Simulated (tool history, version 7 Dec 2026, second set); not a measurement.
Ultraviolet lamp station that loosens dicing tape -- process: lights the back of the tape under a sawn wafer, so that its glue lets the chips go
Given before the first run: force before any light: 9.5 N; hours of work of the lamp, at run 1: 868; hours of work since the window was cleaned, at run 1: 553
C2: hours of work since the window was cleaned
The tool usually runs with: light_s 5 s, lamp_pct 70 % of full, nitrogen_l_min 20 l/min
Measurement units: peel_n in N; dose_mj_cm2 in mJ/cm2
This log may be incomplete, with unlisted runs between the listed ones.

Run 1, day 0: usual settings; hours of work of the lamp 868; C2 553. Result: peel_n 2.057 N, dose_mj_cm2 179 mJ/cm2.
Run 2, day 3.921: usual settings; hours of work of the lamp 936; C2 621. Result: peel_n 2.168 N, dose_mj_cm2 170 mJ/cm2.
At day 4.342: window cleaned of glue's vapour.
Run 3, day 6.308: usual settings; hours of work of the lamp 978; C2 34. Result: peel_n 2.028 N, dose_mj_cm2 178 mJ/cm2.
Run 4, day 10.592: usual settings; hours of work of the lamp 1053; C2 110. Result: peel_n 2.212 N, dose_mj_cm2 166 mJ/cm2.
Run 5, day 13.767: usual settings; hours of work of the lamp 1109; C2 165. Result: peel_n 2.23 N, dose_mj_cm2 161 mJ/cm2.
At day 15.529: lamp changed.
Run 6, day 18.067: usual settings; hours of work of the lamp 44; C2 240. Result: peel_n 1.028 N, dose_mj_cm2 271 mJ/cm2.
Run 7, day 20.308: usual settings; hours of work of the lamp 84; C2 279. Result: peel_n 1.115 N, dose_mj_cm2 263 mJ/cm2.
Run 8, day 23.483: usual settings but nitrogen_l_min 7 l/min; hours of work of the lamp 139; C2 335. Result: peel_n 2.345 N, dose_mj_cm2 257 mJ/cm2.
Run 9, day 26.271: usual settings but nitrogen_l_min 7 l/min; hours of work of the lamp 188; C2 384. Result: peel_n 2.349 N, dose_mj_cm2 252 mJ/cm2.
Run 10, day 30.425: usual settings but nitrogen_l_min 6 l/min; hours of work of the lamp 261; C2 457. Result: peel_n 2.649 N, dose_mj_cm2 242 mJ/cm2.
Run 11, day 33.733: usual settings but nitrogen_l_min 11 l/min; hours of work of the lamp 319; C2 515. Result: peel_n 2.022 N, dose_mj_cm2 234 mJ/cm2.
Run 12, day 37.696: usual settings but nitrogen_l_min 11 l/min; hours of work of the lamp 389; C2 584. Result: peel_n 2.125 N, dose_mj_cm2 225 mJ/cm2.
Run 13, day 40.062: usual settings but nitrogen_l_min 11 l/min; hours of work of the lamp 430; C2 626. Result: peel_n 2.225 N, dose_mj_cm2 215 mJ/cm2.
At day 40.417: window cleaned of glue's vapour.
Run 14, day 43.021: usual settings but nitrogen_l_min 11 l/min; hours of work of the lamp 482; C2 46. Result: peel_n 2 N, dose_mj_cm2 236 mJ/cm2.
Run 15, day 45.062: usual settings but nitrogen_l_min 11 l/min; hours of work of the lamp 518; C2 81. Result: peel_n 2.035 N, dose_mj_cm2 227 mJ/cm2.
Run 16, day 46.996: usual settings but light_s 9 s, lamp_pct 91 % of full, nitrogen_l_min 9 l/min; hours of work of the lamp 551; C2 115. Result: peel_n 0.536 N, dose_mj_cm2 520 mJ/cm2.
Run 17, day 50.671: usual settings but lamp_pct 82 % of full; hours of work of the lamp 616; C2 180. Result: peel_n 1.18 N, dose_mj_cm2 248 mJ/cm2.
Run 18, day 52.854: usual settings but light_s 2 s, lamp_pct 65 % of full; hours of work of the lamp 654; C2 218. Result: peel_n 4.849 N, dose_mj_cm2 79 mJ/cm2.
Run 19, day 55.812: usual settings but light_s 2 s, lamp_pct 65 % of full; hours of work of the lamp 706; C2 270. Result: peel_n 4.819 N, dose_mj_cm2 75 mJ/cm2.
Run 20, day 58.612: usual settings but lamp_pct 65 % of full, nitrogen_l_min 8 l/min; hours of work of the lamp 755; C2 319. Result: peel_n 3.274 N, dose_mj_cm2 180 mJ/cm2.
Run 21, day 60.842: usual settings but light_s 3 s, nitrogen_l_min 6 l/min; hours of work of the lamp 794; C2 358. Result: peel_n 5.06 N, dose_mj_cm2 116 mJ/cm2.
Run 22, day 62.771: usual settings but light_s 6 s, lamp_pct 67 % of full, nitrogen_l_min 16 l/min; hours of work of the lamp 828; C2 392. Result: peel_n 1.8 N, dose_mj_cm2 213 mJ/cm2.

Alternative continuations, all from the tool just after run 22; predict every row:
Run A, day 66.904: usual settings but light_s 3 s, lamp_pct 84 % of full, nitrogen_l_min 27 l/min; hours of work of the lamp 901; C2 464. Result: peel_n ?, dose_mj_cm2 ?.
Run B, day 66.904: usual settings but light_s 2 s, lamp_pct 67 % of full, nitrogen_l_min 16 l/min; hours of work of the lamp 901; C2 464. Result: peel_n ?, dose_mj_cm2 ?.
Run C, day 66.904: usual settings but light_s 4 s, lamp_pct 86 % of full, nitrogen_l_min 7 l/min; hours of work of the lamp 901; C2 464. Result: peel_n ?, dose_mj_cm2 ?.

run  peel_n  dose_mj_cm2
  A   2.817          130
  B   5.546           71
  C   3.452          173
The same runs, with their run-to-run variation unchanged, on a tool lacking any hidden condition would have given:
run  peel_n  dose_mj_cm2
  A   1.383          210
  B   3.959          114
  C   1.929          282
